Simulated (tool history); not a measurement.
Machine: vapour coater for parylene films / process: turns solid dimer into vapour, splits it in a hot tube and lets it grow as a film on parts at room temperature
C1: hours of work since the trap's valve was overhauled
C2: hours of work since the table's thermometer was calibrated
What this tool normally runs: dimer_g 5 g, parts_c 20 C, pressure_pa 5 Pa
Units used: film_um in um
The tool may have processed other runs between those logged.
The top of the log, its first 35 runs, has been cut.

run 36 hour=628.4 | dimer_g=6 parts_c=24 pressure_pa=6.37 | C1=243 C2=1042 | film_um=1.109
run 37 hour=653.3 | dimer_g=9 parts_c=20 pressure_pa=5.19 | C1=263 C2=1062 | film_um=1.909
run 38 hour=664.6 | dimer_g=4 parts_c=25 pressure_pa=7.06 | C1=272 C2=1072 | film_um=0.7
run 39 hour=683.5 | dimer_g=4 parts_c=25 pressure_pa=7.06 | C1=288 C2=1087 | film_um=0.703
run 40 hour=699.6 | dimer_g=4 parts_c=17 pressure_pa=5 | C1=301 C2=1100 | film_um=0.912
run 41 hour=713 | dimer_g=3 parts_c=20 pressure_pa=2.87 | C1=311 C2=1111 | film_um=0.719
run 42 hour=729.8 | dimer_g=3 parts_c=15 pressure_pa=8.84 | C1=325 C2=1125 | film_um=0.631
run 43 hour=752.8 | dimer_g=3 parts_c=14 pressure_pa=8.84 | C1=344 C2=1143 | film_um=0.637
run 44 hour=772.3 | dimer_g=6 parts_c=20 pressure_pa=3.21 | C1=360 C2=1159 | film_um=1.405
run 45 hour=799 | dimer_g=6 parts_c=20 pressure_pa=3.21 | C1=381 C2=1181 | film_um=1.403
run 46 hour=810.9 | dimer_g=7 parts_c=20 pressure_pa=4.15 | C1=391 C2=1190 | film_um=1.53
run 47 hour=837.5 | dimer_g=7 parts_c=20 pressure_pa=5 | C1=413 C2=1212 | film_um=1.459
run 48 hour=859.2 | dimer_g=7 parts_c=20 pressure_pa=2.14 | C1=430 C2=1230 | film_um=1.766

Consider 3 possible next runs. They are alternatives, not a sequence: every one starts from the tool as it was left by run 48. What does each give?
run A hour=875.5 | dimer_g=5 parts_c=20 pressure_pa=9.4 | C1=443 C2=1243 | film_um=?
run B hour=875.5 | dimer_g=7 parts_c=15 pressure_pa=2.14 | C1=443 C2=1243 | film_um=?
run C hour=875.5 | dimer_g=5 parts_c=14 pressure_pa=2.06 | C1=443 C2=1243 | film_um=?

run=A film_um=0.896
run=B film_um=1.989
run=C film_um=1.464
Had the tool no hidden state, the same runs would have come out as:
run=A film_um=0.986
run=B film_um=2.189
run=C film_um=1.611

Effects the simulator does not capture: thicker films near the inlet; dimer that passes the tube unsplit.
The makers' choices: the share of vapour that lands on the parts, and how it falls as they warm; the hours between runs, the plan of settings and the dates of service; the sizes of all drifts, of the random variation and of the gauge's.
